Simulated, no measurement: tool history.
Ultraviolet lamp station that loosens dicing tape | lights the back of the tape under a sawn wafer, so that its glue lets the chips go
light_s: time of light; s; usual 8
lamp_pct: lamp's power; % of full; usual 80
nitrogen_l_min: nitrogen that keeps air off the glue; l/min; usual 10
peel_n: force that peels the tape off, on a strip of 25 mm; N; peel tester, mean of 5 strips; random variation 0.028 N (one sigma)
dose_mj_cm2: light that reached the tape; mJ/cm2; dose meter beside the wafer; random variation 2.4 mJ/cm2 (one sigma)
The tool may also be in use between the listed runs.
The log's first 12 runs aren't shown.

run	hour	light_s	lamp_pct	nitrogen_l_min	hours of work of the lamp	hours of work since the window was cleaned	peel_n	dose_mj_cm2
13	183.1	8	80	6	239	404	2.774	208
14	191.7	8	80	10	243	408	1.988	208
15	204.3	8	80	10	249	414	1.999	206
16	215.9	8	80	10	254	420	1.975	208
17	226.5	8	80	10	259	425	1.976	205
18	238.3	8	80	10	265	430	2.132	205
19	255.8	7	93	10	273	438	2.054	208
20	276.1	7	93	10	282	447	2.081	202
21	296.0	6	74	16	291	457	2.866	141
22	316.0	6	67	5	301	466	5.270	128
23	336.4	7	80	6	310	475	3.398	174
24	353.2	10	76	6	318	483	2.417	238
25	364.4	4	76	5	323	488	6.373	98
26	384.5	6	88	7	332	498	3.504	161
27	403.6	6	88	7	341	507	3.466	160
28	413.0	6	88	7	345	511	3.557	163
29	431.0	6	68	7	354	519	4.749	123
30	450.8	4	80	7	363	528	5.768	97
31	464.3	7	81	10	369	535	2.753	173
32	479.6	7	81	10	376	542	2.812	172
33	494.0	7	81	10	383	548	2.717	168
34	503.4	7	65	10	387	553	3.693	135
35	521.9	8	75	6	396	561	3.492	178
36	541.4	8	73	9	405	570	2.862	171

3 ways to go on from here, each from the tool as it stands after run 36. What would each give?
# hour 547.6: window cleaned of glue's vapour
A	552.8	8	70	8	410	2	?	?
# hour 547.6: window cleaned of glue's vapour
B	552.8	8	67	10	410	2	?	?
# hour 547.6: window cleaned of glue's vapour
C	552.8	8	96	10	410	2	?	?

run	peel_n	dose_mj_cm2
A	2.635	198
B	2.452	183
C	1.366	266
Without the tool's hidden state the same runs would have given:
run	peel_n	dose_mj_cm2
A	2.087	230
B	1.923	214
C	1.004	310
